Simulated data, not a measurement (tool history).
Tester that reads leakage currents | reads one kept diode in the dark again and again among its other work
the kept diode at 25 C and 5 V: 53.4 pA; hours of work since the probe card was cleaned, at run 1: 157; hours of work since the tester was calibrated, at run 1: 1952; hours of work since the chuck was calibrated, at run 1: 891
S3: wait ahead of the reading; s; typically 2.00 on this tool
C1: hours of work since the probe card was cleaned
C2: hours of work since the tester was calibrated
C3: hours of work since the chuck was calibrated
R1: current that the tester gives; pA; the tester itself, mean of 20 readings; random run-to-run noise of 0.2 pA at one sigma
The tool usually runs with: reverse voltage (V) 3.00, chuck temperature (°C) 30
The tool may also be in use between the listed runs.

run 1 day=0.000 | reverse_voltage_(V)=3.00 chuck_temperature_(°C)=30 S3=2.00 | C1=157 C2=1952 C3=891 | R1=63.90
run 2 day=5.600 | reverse_voltage_(V)=3.00 chuck_temperature_(°C)=30 S3=2.00 | C1=243 C2=2038 C3=977 | R1=63.56
run 3 day=13.888 | reverse_voltage_(V)=3.00 chuck_temperature_(°C)=21 S3=2.00 | C1=369 C2=2164 C3=1103 | R1=30.13
-- day=18.292 chuck's temperature calibrated
run 4 day=22.312 | reverse_voltage_(V)=3.00 chuck_temperature_(°C)=30 S3=2.00 | C1=496 C2=2291 C3=61 | R1=66.68
run 5 day=27.650 | reverse_voltage_(V)=3.00 chuck_temperature_(°C)=30 S3=2.00 | C1=577 C2=2372 C3=142 | R1=66.31
run 6 day=38.700 | reverse_voltage_(V)=3.00 chuck_temperature_(°C)=30 S3=2.00 | C1=745 C2=2540 C3=311 | R1=66.10
run 7 day=44.508 | reverse_voltage_(V)=3.00 chuck_temperature_(°C)=30 S3=2.00 | C1=834 C2=2629 C3=399 | R1=66.05
run 8 day=51.771 | reverse_voltage_(V)=3.00 chuck_temperature_(°C)=30 S3=2.00 | C1=944 C2=2739 C3=510 | R1=66.47
run 9 day=59.996 | reverse_voltage_(V)=3.00 chuck_temperature_(°C)=30 S3=2.00 | C1=1070 C2=2865 C3=635 | R1=66.03
run 10 day=70.829 | reverse_voltage_(V)=3.00 chuck_temperature_(°C)=30 S3=2.00 | C1=1235 C2=3030 C3=800 | R1=65.82
run 11 day=75.767 | reverse_voltage_(V)=3.00 chuck_temperature_(°C)=30 S3=2.00 | C1=1310 C2=3105 C3=875 | R1=65.80
run 12 day=86.108 | reverse_voltage_(V)=3.00 chuck_temperature_(°C)=30 S3=2.00 | C1=1467 C2=3262 C3=1033 | R1=65.61
-- day=94.979 chuck's temperature calibrated
run 13 day=94.979 | reverse_voltage_(V)=3.00 chuck_temperature_(°C)=30 S3=2.00 | C1=1601 C2=3396 C3=0 | R1=68.80
run 14 day=101.988 | reverse_voltage_(V)=3.00 chuck_temperature_(°C)=30 S3=2.00 | C1=1708 C2=3503 C3=107 | R1=68.59
run 15 day=108.454 | reverse_voltage_(V)=3.00 chuck_temperature_(°C)=21 S3=2.00 | C1=1806 C2=3601 C3=205 | R1=33.59
run 16 day=114.196 | reverse_voltage_(V)=3.00 chuck_temperature_(°C)=30 S3=1.01 | C1=1894 C2=3689 C3=293 | R1=68.66
run 17 day=119.192 | reverse_voltage_(V)=3.00 chuck_temperature_(°C)=25 S3=1.01 | C1=1970 C2=3765 C3=369 | R1=46.59
run 18 day=127.875 | reverse_voltage_(V)=3.00 chuck_temperature_(°C)=30 S3=2.00 | C1=2102 C2=3897 C3=501 | R1=68.15
run 19 day=133.183 | reverse_voltage_(V)=3.00 chuck_temperature_(°C)=30 S3=2.00 | C1=2183 C2=3978 C3=582 | R1=68.13
run 20 day=138.250 | reverse_voltage_(V)=3.00 chuck_temperature_(°C)=30 S3=2.00 | C1=2260 C2=4055 C3=659 | R1=67.72
run 21 day=145.329 | reverse_voltage_(V)=3.00 chuck_temperature_(°C)=30 S3=2.00 | C1=2368 C2=4163 C3=767 | R1=67.93
run 22 day=153.942 | reverse_voltage_(V)=3.00 chuck_temperature_(°C)=30 S3=2.00 | C1=2499 C2=4294 C3=898 | R1=67.92
run 23 day=164.754 | reverse_voltage_(V)=5.21 chuck_temperature_(°C)=28 S3=9.40 | C1=2663 C2=4458 C3=1062 | R1=75.72
-- day=171.779 chuck's temperature calibrated
run 24 day=171.812 | reverse_voltage_(V)=5.21 chuck_temperature_(°C)=28 S3=9.40 | C1=2770 C2=4565 C3=0 | R1=79.27

What will run 25 give?
run 25 day=181.458 | reverse_voltage_(V)=6.16 chuck_temperature_(°C)=23 S3=2.18 | C1=2916 C2=4711 C3=147 | R1=?

{"run 25": {"R1": 59.97}}
The same run, on a tool lacking any hidden state, would have yielded R1 50.26 pA.
